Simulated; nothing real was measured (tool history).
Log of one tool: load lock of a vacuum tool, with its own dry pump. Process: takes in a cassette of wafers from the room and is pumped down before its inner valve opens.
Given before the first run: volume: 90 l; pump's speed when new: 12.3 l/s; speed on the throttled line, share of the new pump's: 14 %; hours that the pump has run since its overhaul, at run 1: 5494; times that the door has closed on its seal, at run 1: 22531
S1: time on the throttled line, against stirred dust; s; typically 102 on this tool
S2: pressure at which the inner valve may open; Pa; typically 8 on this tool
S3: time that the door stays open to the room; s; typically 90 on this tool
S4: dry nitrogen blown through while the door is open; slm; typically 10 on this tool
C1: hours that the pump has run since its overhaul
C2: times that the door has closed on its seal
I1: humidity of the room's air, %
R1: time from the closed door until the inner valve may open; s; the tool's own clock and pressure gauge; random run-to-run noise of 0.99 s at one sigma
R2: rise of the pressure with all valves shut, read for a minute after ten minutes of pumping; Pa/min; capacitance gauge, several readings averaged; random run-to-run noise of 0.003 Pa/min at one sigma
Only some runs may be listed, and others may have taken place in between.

Run 1, hour 0: usual settings; C1 5494; C2 22531; I1 46.2. Result: R1 163.5 s, R2 0.454 Pa/min.
Run 2, hour 631.1: usual settings but S2 11 Pa; C1 6125; C2 24803; I1 43.8. Result: R1 159.8 s, R2 0.526 Pa/min.
Run 3, hour 1318.3: usual settings but S2 13 Pa; C1 6813; C2 27277; I1 46.5. Result: R1 159.2 s, R2 0.624 Pa/min.
At hour 1424.9: door's seal changed, seat wiped.
Run 4, hour 1936.9: usual settings but S2 11 Pa; C1 7430; C2 1843; I1 41.5. Result: R1 160.5 s, R2 0.057 Pa/min.
Run 5, hour 2236.8: usual settings but S2 11 Pa; C1 7730; C2 2923; I1 46.3. Result: R1 162.3 s, R2 0.07 Pa/min.
Run 6, hour 2882.9: usual settings but S2 11 Pa; C1 8376; C2 5249; I1 43. Result: R1 161.3 s, R2 0.09 Pa/min.
Run 7, hour 3302.2: usual settings but S2 11 Pa; C1 8795; C2 6759; I1 45.3. Result: R1 163.1 s, R2 0.116 Pa/min.
Run 8, hour 3675.1: usual settings but S2 12 Pa, S3 83 s; C1 9168; C2 8101; I1 47.4. Result: R1 162.8 s, R2 0.136 Pa/min.
Run 9, hour 4313.6: usual settings but S3 86 s; C1 9806; C2 10400; I1 47. Result: R1 166.4 s, R2 0.172 Pa/min.
Run 10, hour 4617.1: usual settings but S3 86 s; C1 10110; C2 11493; I1 46.1. Result: R1 167.1 s, R2 0.197 Pa/min.

Alternative continuations, all from the tool just after run 10; predict every row:
Run A, hour 5289.8: usual settings but S1 172 s, S3 73 s; C1 10783; C2 13915; I1 43.2. Result: R1 ?, R2 ?.
Run B, hour 5289.8: usual settings but S1 82 s; C1 10783; C2 13915; I1 43.7. Result: R1 ?, R2 ?.
Run C, hour 5289.8: usual settings but S1 93 s; C1 10783; C2 13915; I1 44.6. Result: R1 ?, R2 ?.
Run D, hour 5289.8: usual settings but S2 13 Pa, S3 58 s; C1 10783; C2 13915; I1 44.4. Result: R1 ?, R2 ?.
Run E, hour 5289.8: usual settings but S1 55 s, S3 34 s, S4 34 slm; C1 10783; C2 13915; I1 47.1. Result: R1 ?, R2 ?.

run     R1     R2
  A  224.2  0.253
  B  150.6  0.247
  C  159.5  0.251
  D  162.1  0.247
  E    127  0.229
Stripped of hidden state, with their random variation kept, the same runs would have yielded:
run     R1     R2
  A  216.1  0.043
  B    140  0.039
  C  149.2  0.043
  D  152.9  0.036
  E  115.9  0.021
